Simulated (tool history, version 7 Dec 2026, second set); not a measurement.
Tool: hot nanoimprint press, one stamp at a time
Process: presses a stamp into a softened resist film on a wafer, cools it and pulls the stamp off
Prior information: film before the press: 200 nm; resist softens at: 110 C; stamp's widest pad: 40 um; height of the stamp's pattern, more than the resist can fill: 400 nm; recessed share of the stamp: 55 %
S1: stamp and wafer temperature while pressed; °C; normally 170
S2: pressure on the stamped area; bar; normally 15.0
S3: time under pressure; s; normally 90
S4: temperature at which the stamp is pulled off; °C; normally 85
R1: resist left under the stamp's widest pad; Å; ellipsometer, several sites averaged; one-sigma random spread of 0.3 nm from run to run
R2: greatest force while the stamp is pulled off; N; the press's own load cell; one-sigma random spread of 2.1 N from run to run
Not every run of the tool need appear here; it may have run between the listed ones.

run	hour	S1	S2	S3	S4	R1	R2
1	0.0	170	15.0	90	85	965	91
2	12.4	168	15.0	90	85	1036	91
3	30.8	168	15.0	93	85	1022	89
4	51.8	168	15.0	93	85	1021	89
5	77.1	170	15.0	90	85	961	91
6	100.1	170	15.0	90	85	962	87
7	112.2	170	15.0	90	81	962	96
8	136.5	170	15.0	90	81	963	99
9	149.2	169	12.5	97	90	1070	80
10	168.5	181	13.0	90	85	729	94

Run 11, settings as shown, results not yet in. Your forecast:
11	192.2	181	13.0	90	85	?	?

{"run 11": {"R1": 730, "R2": 87}}
The same run, on a tool lacking any hidden state, would have yielded R1 730 Å, R2 86 N.
